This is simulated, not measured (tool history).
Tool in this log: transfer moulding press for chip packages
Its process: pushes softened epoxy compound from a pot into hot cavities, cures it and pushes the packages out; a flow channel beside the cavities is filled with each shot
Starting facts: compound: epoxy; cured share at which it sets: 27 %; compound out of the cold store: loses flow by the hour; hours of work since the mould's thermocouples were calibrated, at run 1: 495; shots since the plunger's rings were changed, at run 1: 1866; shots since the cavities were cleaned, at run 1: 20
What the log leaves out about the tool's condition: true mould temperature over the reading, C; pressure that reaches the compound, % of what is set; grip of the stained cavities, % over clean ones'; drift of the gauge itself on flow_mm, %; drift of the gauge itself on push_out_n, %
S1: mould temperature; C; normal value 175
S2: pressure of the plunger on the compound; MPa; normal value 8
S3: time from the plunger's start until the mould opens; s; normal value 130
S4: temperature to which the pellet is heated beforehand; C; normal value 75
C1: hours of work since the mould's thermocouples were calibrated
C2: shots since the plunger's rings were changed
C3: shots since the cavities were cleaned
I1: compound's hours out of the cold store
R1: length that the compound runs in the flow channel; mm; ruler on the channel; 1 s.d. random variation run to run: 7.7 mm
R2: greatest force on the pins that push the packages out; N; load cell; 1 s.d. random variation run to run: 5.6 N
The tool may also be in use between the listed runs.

{"run": 1, "hour": 0.0, "S1": 175, "S2": 8, "S3": 130, "S4": 75, "C1": 495, "C2": 1866, "C3": 20, "I1": 39.4, "R1": 929, "R2": 196}
{"run": 2, "hour": 64.7, "S1": 175, "S2": 8, "S3": 130, "S4": 75, "C1": 523, "C2": 2295, "C3": 449, "I1": 13.3, "R1": 1014, "R2": 191}
{"hour": 73.0, "done": "cavities cleaned with cleaning compound and waxed"}
{"run": 3, "hour": 105.9, "S1": 175, "S2": 8, "S3": 130, "S4": 75, "C1": 541, "C2": 2559, "C3": 219, "I1": 18.5, "R1": 991, "R2": 195}
{"hour": 152.3, "done": "cavities cleaned with cleaning compound and waxed"}
{"run": 4, "hour": 177.4, "S1": 175, "S2": 8, "S3": 130, "S4": 75, "C1": 571, "C2": 3024, "C3": 167, "I1": 32.7, "R1": 939, "R2": 206}
{"run": 5, "hour": 216.6, "S1": 167, "S2": 8, "S3": 130, "S4": 75, "C1": 588, "C2": 3284, "C3": 427, "I1": 20.8, "R1": 1002, "R2": 291}
{"hour": 234.0, "done": "cavities cleaned with cleaning compound and waxed"}
{"run": 6, "hour": 289.2, "S1": 167, "S2": 8, "S3": 130, "S4": 75, "C1": 619, "C2": 3756, "C3": 367, "I1": 15.9, "R1": 999, "R2": 297}
{"hour": 310.6, "done": "cavities cleaned with cleaning compound and waxed"}
{"run": 7, "hour": 355.1, "S1": 167, "S2": 8, "S3": 130, "S4": 75, "C1": 648, "C2": 4183, "C3": 295, "I1": 14, "R1": 1025, "R2": 308}
{"hour": 362.7, "done": "plunger's sealing rings changed"}
{"hour": 389.7, "done": "cavities cleaned with cleaning compound and waxed"}
{"run": 8, "hour": 414.4, "S1": 175, "S2": 8, "S3": 130, "S4": 71, "C1": 672, "C2": 333, "C3": 164, "I1": 31.2, "R1": 958, "R2": 201}
{"hour": 471.2, "done": "cavities cleaned with cleaning compound and waxed"}
{"run": 9, "hour": 480.2, "S1": 175, "S2": 8, "S3": 130, "S4": 71, "C1": 700, "C2": 760, "C3": 59, "I1": 31.3, "R1": 955, "R2": 186}
{"hour": 550.6, "done": "cavities cleaned with cleaning compound and waxed"}
{"run": 10, "hour": 555.9, "S1": 175, "S2": 8, "S3": 130, "S4": 71, "C1": 732, "C2": 1253, "C3": 36, "I1": 36.4, "R1": 919, "R2": 188}
{"hour": 584.3, "done": "mould's thermocouples calibrated"}
{"run": 11, "hour": 597.5, "S1": 175, "S2": 8, "S3": 130, "S4": 71, "C1": 6, "C2": 1516, "C3": 299, "I1": 28.5, "R1": 959, "R2": 194}
{"hour": 629.1, "done": "cavities cleaned with cleaning compound and waxed"}
{"run": 12, "hour": 683.8, "S1": 175, "S2": 6.33, "S3": 130, "S4": 75, "C1": 43, "C2": 2078, "C3": 362, "I1": 17.2, "R1": 875, "R2": 183}
{"hour": 706.5, "done": "cavities cleaned with cleaning compound and waxed"}
{"run": 13, "hour": 777.8, "S1": 175, "S2": 6.33, "S3": 130, "S4": 75, "C1": 83, "C2": 2693, "C3": 474, "I1": 8.1, "R1": 918, "R2": 199}
{"hour": 784.2, "done": "cavities cleaned with cleaning compound and waxed"}
{"run": 14, "hour": 827.8, "S1": 183, "S2": 6.35, "S3": 161, "S4": 72, "C1": 104, "C2": 3014, "C3": 289, "I1": 15.2, "R1": 890, "R2": 168}
{"hour": 865.6, "done": "cavities cleaned with cleaning compound and waxed"}
{"run": 15, "hour": 887.1, "S1": 183, "S2": 6.35, "S3": 161, "S4": 72, "C1": 130, "C2": 3398, "C3": 143, "I1": 42.4, "R1": 776, "R2": 161}
{"hour": 944.3, "done": "cavities cleaned with cleaning compound and waxed"}
{"run": 16, "hour": 982.5, "S1": 175, "S2": 9.13, "S3": 130, "S4": 67, "C1": 171, "C2": 4021, "C3": 253, "I1": 29.9, "R1": 1005, "R2": 189}
{"hour": 1016.3, "done": "plunger's sealing rings changed"}
{"hour": 1023.6, "done": "cavities cleaned with cleaning compound and waxed"}
{"run": 17, "hour": 1059.5, "S1": 175, "S2": 8, "S3": 152, "S4": 69, "C1": 203, "C2": 276, "C3": 238, "I1": 19.4, "R1": 987, "R2": 178}
{"hour": 1101.2, "done": "cavities cleaned with cleaning compound and waxed"}
{"run": 18, "hour": 1101.2, "S1": 175, "S2": 8, "S3": 152, "S4": 69, "C1": 220, "C2": 543, "C3": 0, "I1": 27.6, "R1": 938, "R2": 174}
{"run": 19, "hour": 1165.5, "S1": 178, "S2": 6.11, "S3": 167, "S4": 75, "C1": 248, "C2": 970, "C3": 427, "I1": 17.4, "R1": 866, "R2": 167}
{"hour": 1180.5, "done": "cavities cleaned with cleaning compound and waxed"}
{"run": 20, "hour": 1214.9, "S1": 178, "S2": 6.64, "S3": 120, "S4": 75, "C1": 269, "C2": 1288, "C3": 229, "I1": 22.6, "R1": 890, "R2": 181}
{"hour": 1264.1, "done": "cavities cleaned with cleaning compound and waxed"}
{"run": 21, "hour": 1296.6, "S1": 178, "S2": 8.65, "S3": 130, "S4": 85, "C1": 304, "C2": 1820, "C3": 215, "I1": 22.5, "R1": 1003, "R2": 180}
{"hour": 1344.4, "done": "cavities cleaned with cleaning compound and waxed"}
{"run": 22, "hour": 1382.9, "S1": 181, "S2": 7.71, "S3": 114, "S4": 73, "C1": 341, "C2": 2384, "C3": 256, "I1": 41.7, "R1": 878, "R2": 185}
{"hour": 1420.2, "done": "cavities cleaned with cleaning compound and waxed"}
{"run": 23, "hour": 1431.9, "S1": 183, "S2": 7.71, "S3": 132, "S4": 73, "C1": 362, "C2": 2699, "C3": 78, "I1": 47.6, "R1": 856, "R2": 167}
{"hour": 1496.8, "done": "cavities cleaned with cleaning compound and waxed"}
{"run": 24, "hour": 1503.6, "S1": 175, "S2": 8, "S3": 129, "S4": 75, "C1": 393, "C2": 3165, "C3": 45, "I1": 13.8, "R1": 1007, "R2": 198}
{"run": 25, "hour": 1561.3, "S1": 179, "S2": 6.47, "S3": 145, "S4": 72, "C1": 418, "C2": 3547, "C3": 427, "I1": 27.9, "R1": 850, "R2": 163}

Forecast each of these 3 alternatives for the next run:
{"hour": 1576.5, "done": "cavities cleaned with cleaning compound and waxed"}
{"run": "A", "hour": 1601.5, "S1": 179, "S2": 8.23, "S3": 130, "S4": 70, "C1": 435, "C2": 3805, "C3": 166, "I1": 47.1, "R1": "?", "R2": "?"}
{"hour": 1576.5, "done": "cavities cleaned with cleaning compound and waxed"}
{"run": "B", "hour": 1601.5, "S1": 183, "S2": 8.61, "S3": 130, "S4": 75, "C1": 435, "C2": 3805, "C3": 166, "I1": 28.2, "R1": "?", "R2": "?"}
{"hour": 1576.5, "done": "cavities cleaned with cleaning compound and waxed"}
{"run": "C", "hour": 1601.5, "S1": 169, "S2": 8, "S3": 130, "S4": 77, "C1": 435, "C2": 3805, "C3": 166, "I1": 15, "R1": "?", "R2": "?"}

run=A R1=899 R2=175
run=B R1=972 R2=165
run=C R1=1013 R2=261
Without the tool's hidden state the same runs would have given:
run=A R1=900 R2=174
run=B R1=972 R2=165
run=C R1=1014 R2=260
